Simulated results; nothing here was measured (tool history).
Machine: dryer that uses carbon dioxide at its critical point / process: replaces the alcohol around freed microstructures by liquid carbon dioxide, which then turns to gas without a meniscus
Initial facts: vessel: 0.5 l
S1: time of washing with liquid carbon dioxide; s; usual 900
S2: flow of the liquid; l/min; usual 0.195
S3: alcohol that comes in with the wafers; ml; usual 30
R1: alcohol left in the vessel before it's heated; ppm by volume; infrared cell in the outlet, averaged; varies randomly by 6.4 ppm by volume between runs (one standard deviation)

{"run": 1, "hour": 0.0, "S1": 900, "S2": 0.195, "S3": 30, "R1": 360}
{"run": 2, "hour": 26.6, "S1": 900, "S2": 0.195, "S3": 30, "R1": 376}
{"run": 3, "hour": 48.6, "S1": 900, "S2": 0.127, "S3": 30, "R1": 2188}
{"run": 4, "hour": 73.2, "S1": 900, "S2": 0.127, "S3": 30, "R1": 2148}
{"run": 5, "hour": 93.7, "S1": 900, "S2": 0.127, "S3": 30, "R1": 2150}
{"run": 6, "hour": 105.5, "S1": 900, "S2": 0.127, "S3": 30, "R1": 2227}
{"run": 7, "hour": 118.0, "S1": 900, "S2": 0.127, "S3": 30, "R1": 2198}
{"run": 8, "hour": 132.1, "S1": 900, "S2": 0.199, "S3": 30, "R1": 379}
{"run": 9, "hour": 150.4, "S1": 900, "S2": 0.331, "S3": 30, "R1": 65}
{"run": 10, "hour": 164.5, "S1": 900, "S2": 0.331, "S3": 30, "R1": 56}
{"run": 11, "hour": 188.1, "S1": 960, "S2": 0.202, "S3": 118, "R1": 933}
{"run": 12, "hour": 202.7, "S1": 720, "S2": 0.176, "S3": 30, "R1": 1660}
{"run": 13, "hour": 220.7, "S1": 1140, "S2": 0.195, "S3": 51, "R1": 244}
{"hour": 233.0, "done": "inlet filter changed"}
{"run": 14, "hour": 234.9, "S1": 900, "S2": 0.126, "S3": 29, "R1": 1835}
{"run": 15, "hour": 254.7, "S1": 900, "S2": 0.126, "S3": 29, "R1": 1896}
{"run": 16, "hour": 277.5, "S1": 900, "S2": 0.126, "S3": 115, "R1": 7347}

Each row is a separate what-if for the run after 16, all from the same tool condition, not one after another. Results?
{"run": "A", "hour": 298.5, "S1": 960, "S2": 0.282, "S3": 64, "R1": "?"}
{"run": "B", "hour": 298.5, "S1": 900, "S2": 0.23, "S3": 22, "R1": "?"}
{"run": "C", "hour": 298.5, "S1": 720, "S2": 0.126, "S3": 29, "R1": "?"}
{"run": "D", "hour": 298.5, "S1": 660, "S2": 0.126, "S3": 30, "R1": "?"}
{"run": "E", "hour": 298.5, "S1": 900, "S2": 0.186, "S3": 30, "R1": "?"}

run=A R1=93
run=B R1=139
run=C R1=3736
run=D R1=4890
run=E R1=427
Without the tool's hidden state the same runs would have given:
run=A R1=34
run=B R1=76
run=C R1=3494
run=D R1=4608
run=E R1=340
